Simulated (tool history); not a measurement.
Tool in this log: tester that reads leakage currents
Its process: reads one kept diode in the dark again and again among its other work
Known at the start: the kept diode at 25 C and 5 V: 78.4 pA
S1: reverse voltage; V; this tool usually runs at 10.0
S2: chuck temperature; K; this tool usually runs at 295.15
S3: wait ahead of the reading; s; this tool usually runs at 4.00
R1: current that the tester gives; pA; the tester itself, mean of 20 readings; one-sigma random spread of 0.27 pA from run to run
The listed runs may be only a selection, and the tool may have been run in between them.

run	day	S1	S2	S3	R1
1	0.000	10.0	295.15	4.00	97.79
2	6.142	1.1	295.15	4.00	29.95
# day 8.942: chuck's temperature calibrated
3	14.188	1.1	295.15	4.00	27.09
4	18.342	1.1	295.15	4.00	27.19
5	22.804	1.1	295.15	4.00	27.26
6	30.250	10.0	295.15	4.00	91.09
7	34.708	10.0	295.15	4.00	91.79
8	42.442	10.0	295.15	4.00	92.00
# day 45.429: probe card cleaned and baked
9	49.854	10.0	295.15	6.67	90.76
10	55.350	10.0	295.15	6.67	90.60
11	64.475	10.0	295.15	6.67	91.92
12	68.696	10.0	295.15	6.67	93.16
13	74.942	10.5	327.15	1.60	1276.97
14	81.762	10.5	332.15	1.79	1830.38
15	87.388	10.5	332.15	4.79	1847.41
16	91.850	7.5	295.15	4.00	81.80
17	95.612	1.3	295.15	3.02	32.32

What does the tool deliver on the next run?
18	104.779	4.3	295.15	4.00	?

Run 18 gave R1 61.77 pA.
On a tool with no hidden condition, and with the same random variation, this run would have come out at R1 55.70 pA.
